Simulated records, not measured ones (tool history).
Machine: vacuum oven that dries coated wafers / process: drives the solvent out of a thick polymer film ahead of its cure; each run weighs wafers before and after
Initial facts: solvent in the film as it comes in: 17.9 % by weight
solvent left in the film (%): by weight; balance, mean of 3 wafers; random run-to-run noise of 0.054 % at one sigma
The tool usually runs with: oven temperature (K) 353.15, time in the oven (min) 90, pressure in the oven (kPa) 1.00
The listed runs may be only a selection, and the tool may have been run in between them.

{"run": 1, "hour": 0.0, "oven temperature (K)": 353.15, "time in the oven (min)": 90, "pressure in the oven (kPa)": 1.0, "solvent left in the film (%)": 2.39}
{"run": 2, "hour": 28.0, "oven temperature (K)": 353.15, "time in the oven (min)": 90, "pressure in the oven (kPa)": 1.0, "solvent left in the film (%)": 2.49}
{"run": 3, "hour": 41.7, "oven temperature (K)": 353.15, "time in the oven (min)": 90, "pressure in the oven (kPa)": 1.0, "solvent left in the film (%)": 2.45}
{"run": 4, "hour": 63.7, "oven temperature (K)": 359.15, "time in the oven (min)": 90, "pressure in the oven (kPa)": 1.0, "solvent left in the film (%)": 1.35}
{"run": 5, "hour": 81.5, "oven temperature (K)": 351.15, "time in the oven (min)": 90, "pressure in the oven (kPa)": 1.0, "solvent left in the film (%)": 2.97}
{"run": 6, "hour": 102.2, "oven temperature (K)": 351.15, "time in the oven (min)": 90, "pressure in the oven (kPa)": 1.0, "solvent left in the film (%)": 2.97}
{"run": 7, "hour": 125.3, "oven temperature (K)": 351.15, "time in the oven (min)": 90, "pressure in the oven (kPa)": 1.0, "solvent left in the film (%)": 2.96}
{"run": 8, "hour": 152.2, "oven temperature (K)": 351.15, "time in the oven (min)": 90, "pressure in the oven (kPa)": 1.0, "solvent left in the film (%)": 2.96}
{"run": 9, "hour": 178.0, "oven temperature (K)": 357.15, "time in the oven (min)": 92, "pressure in the oven (kPa)": 0.86, "solvent left in the film (%)": 1.49}
{"run": 10, "hour": 203.4, "oven temperature (K)": 357.15, "time in the oven (min)": 92, "pressure in the oven (kPa)": 0.86, "solvent left in the film (%)": 1.54}
{"run": 11, "hour": 215.7, "oven temperature (K)": 357.15, "time in the oven (min)": 92, "pressure in the oven (kPa)": 0.86, "solvent left in the film (%)": 1.51}

Predict each of these 3 candidate next runs independently; none follows another, all start after run 11:
{"run": "A", "hour": 242.0, "oven temperature (K)": 357.15, "time in the oven (min)": 105, "pressure in the oven (kPa)": 2.7, "solvent left in the film (%)": "?"}
{"run": "B", "hour": 242.0, "oven temperature (K)": 353.15, "time in the oven (min)": 162, "pressure in the oven (kPa)": 1.22, "solvent left in the film (%)": "?"}
{"run": "C", "hour": 242.0, "oven temperature (K)": 341.15, "time in the oven (min)": 90, "pressure in the oven (kPa)": 1.0, "solvent left in the film (%)": "?"}

run=A solvent_left_in_the_film_(%)=3.07
run=B solvent_left_in_the_film_(%)=1.66
run=C solvent_left_in_the_film_(%)=6.51
With no hidden state in the tool, these same runs would have given:
run=A solvent_left_in_the_film_(%)=2.80
run=B solvent_left_in_the_film_(%)=1.48
run=C solvent_left_in_the_film_(%)=5.92
